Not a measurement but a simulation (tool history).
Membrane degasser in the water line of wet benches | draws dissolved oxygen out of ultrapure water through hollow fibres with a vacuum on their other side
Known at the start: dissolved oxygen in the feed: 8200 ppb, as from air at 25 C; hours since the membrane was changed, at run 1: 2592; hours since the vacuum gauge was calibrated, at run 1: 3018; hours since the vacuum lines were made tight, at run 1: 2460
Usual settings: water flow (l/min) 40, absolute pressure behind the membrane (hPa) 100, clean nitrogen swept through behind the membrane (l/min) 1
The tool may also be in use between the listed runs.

| run | hour | water flow (l/min) | absolute pressure behind the membrane (hPa) | clean nitrogen swept through behind the membrane (l/min) | hours since the membrane was changed | hours since the vacuum gauge was calibrated | hours since the vacuum lines were made tight | dissolved oxygen in the water behind the degasser (ppb) | pressure that the water loses in the fibres (hPa) |
|---|---|---|---|---|---|---|---|---|---|
| 1 | 0 | 40 | 100 | 1 | 2592 | 3018 | 2460 | 724.9 | 657.3 |
| 2 | 73.3 | 52 | 100 | 1 | 2665 | 3092 | 2534 | 901.9 | 859.4 |
| 3 | 121.8 | 52 | 100 | 1 | 2714 | 3140 | 2582 | 895.8 | 859.2 |
| 4 | 188.8 | 40 | 100 | 1 | 2781 | 3207 | 2649 | 719.6 | 665.9 |
| 5 | 229.3 | 40 | 240 | 1 | 2821 | 3248 | 2690 | 1595 | 663.1 |
|  | 233.4 | vacuum gauge calibrated |
| 6 | 274 | 40 | 224 | 1.53 | 2865 | 41 | 2734 | 1159 | 657.9 |
| 7 | 321.3 | 61 | 130 | 0.96 | 2913 | 88 | 2781 | 1315.2 | 1013.5 |
|  | 378.9 | vacuum gauge calibrated, once more |
| 8 | 389.2 | 59 | 160 | 1.78 | 2980 | 10 | 2849 | 1091.1 | 976.6 |
| 9 | 432.9 | 41 | 169 | 1.04 | 3024 | 54 | 2892 | 1173.3 | 681.1 |
|  | 439.5 | seals of the vacuum lines changed |
| 10 | 474.6 | 35 | 97 | 0.9 | 3063 | 94 | 35 | 667 | 580.2 |

Forecast each of these 4 alternatives for the next run:
| A | 530.8 | 35 | 97 | 1.29 | 3120 | 150 | 91 | ? | ? |
| B | 530.8 | 31 | 73 | 2.66 | 3120 | 150 | 91 | ? | ? |
| C | 530.8 | 41 | 96 | 0.78 | 3120 | 150 | 91 | ? | ? |
| D | 530.8 | 35 | 104 | 0.9 | 3120 | 150 | 91 | ? | ? |

| run | dissolved oxygen in the water behind the degasser (ppb) | pressure that the water loses in the fibres (hPa) |
|---|---|---|
| A | 537.5 | 579.4 |
| B | 275.3 | 515.9 |
| C | 825.1 | 679 |
| D | 708.7 | 582 |
Without the tool's hidden state the same runs would have given:
| run | dissolved oxygen in the water behind the degasser (ppb) | pressure that the water loses in the fibres (hPa) |
|---|---|---|
| A | 509 | 553.2 |
| B | 247.7 | 492.7 |
| C | 793.4 | 648.4 |
| D | 681.2 | 555.8 |
